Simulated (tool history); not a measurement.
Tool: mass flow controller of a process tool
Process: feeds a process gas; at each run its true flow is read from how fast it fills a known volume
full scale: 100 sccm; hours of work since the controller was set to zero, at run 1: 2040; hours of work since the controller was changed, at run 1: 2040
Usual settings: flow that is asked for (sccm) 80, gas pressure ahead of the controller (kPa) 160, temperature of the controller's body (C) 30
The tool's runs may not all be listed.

run,hour,flow that is asked for (sccm),gas pressure ahead of the controller (kPa),temperature of the controller's body (C),hours of work since the controller was set to zero,hours of work since the controller was changed,true flow (%)
1,0.0,80,160,30,2040,2040,99.83
2,144.6,80,160,30,2089,2089,99.86
3,257.4,80,160,30,2126,2126,99.79
4,427.4,80,160,30,2183,2183,99.86
5,621.2,80,160,30,2247,2247,99.84
6,722.6,80,160,25,2281,2281,99.27
7,893.4,80,150,25,2338,2338,99.27
8,1079.0,80,150,25,2400,2400,99.30
9,1224.3,80,180,25,2448,2448,99.20
10,1437.2,26,208,27,2519,2519,96.43
11,1585.5,26,208,27,2569,2569,96.57
12,1779.0,26,208,27,2633,2633,96.50
13,1880.3,32,186,38,2667,2667,98.25
14,1989.6,44,202,40,2703,2703,99.43
15,2096.8,19,181,29,2739,2739,95.34
16,2216.3,63,159,22,2779,2779,98.36

5 ways to go on from here, each from the tool as it stands after run 16. What would each give?
A,2412.6,20,177,30,2844,2844,?
B,2412.6,80,160,25,2844,2844,?
C,2412.6,65,159,29,2844,2844,?
D,2412.6,62,174,36,2844,2844,?
E,2412.6,78,226,30,2844,2844,?

run,true flow (%)
A,95.74
B,99.21
C,99.16
D,99.66
E,99.64
Without the tool's hidden state the same runs would have given:
run,true flow (%)
A,98.96
B,99.55
C,99.72
D,100.28
E,100.00
